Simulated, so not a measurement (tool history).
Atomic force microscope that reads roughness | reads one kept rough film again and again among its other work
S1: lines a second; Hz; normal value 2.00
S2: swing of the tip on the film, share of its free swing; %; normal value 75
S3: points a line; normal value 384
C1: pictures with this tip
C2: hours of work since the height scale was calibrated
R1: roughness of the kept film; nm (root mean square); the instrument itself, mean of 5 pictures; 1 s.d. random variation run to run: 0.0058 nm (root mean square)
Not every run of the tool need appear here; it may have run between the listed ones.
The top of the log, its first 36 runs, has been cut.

run,hour,S1,S2,S3,C1,C2,R1
37,1442.3,1.16,75,381,157,522,1.489
38,1497.5,2.00,67,580,257,559,1.479
39,1537.0,2.00,85,384,329,586,1.340
# hour 1543.0: new tip fitted
40,1583.4,2.00,85,384,74,618,1.359
41,1632.4,0.72,60,299,163,651,1.556
42,1659.1,0.72,60,275,211,669,1.551
43,1691.7,3.22,77,275,270,692,1.337
44,1727.3,3.22,77,275,335,716,1.329
# hour 1733.1: new tip fitted
45,1759.9,0.99,79,597,49,738,1.502
46,1787.1,2.00,57,381,98,757,1.527
47,1834.5,2.00,57,480,184,789,1.530
48,1859.5,2.00,57,480,230,806,1.517
49,1895.1,2.00,57,480,294,831,1.507
# hour 1920.7: new tip fitted
50,1924.2,2.00,57,480,6,850,1.533
51,1975.2,2.00,57,480,99,885,1.530
52,2015.9,0.55,66,449,173,913,1.562

3 ways to go on from here, each from the tool as it stands after run 52. What would each give?
A,2058.9,0.83,58,652,251,942,?
B,2058.9,0.55,66,1012,251,942,?
C,2058.9,2.43,75,563,251,942,?

run,R1
A,1.543
B,1.538
C,1.394
The same runs, with their run-to-run variation unchanged, on a tool lacking any hidden condition would have given:
run,R1
A,1.584
B,1.579
C,1.431

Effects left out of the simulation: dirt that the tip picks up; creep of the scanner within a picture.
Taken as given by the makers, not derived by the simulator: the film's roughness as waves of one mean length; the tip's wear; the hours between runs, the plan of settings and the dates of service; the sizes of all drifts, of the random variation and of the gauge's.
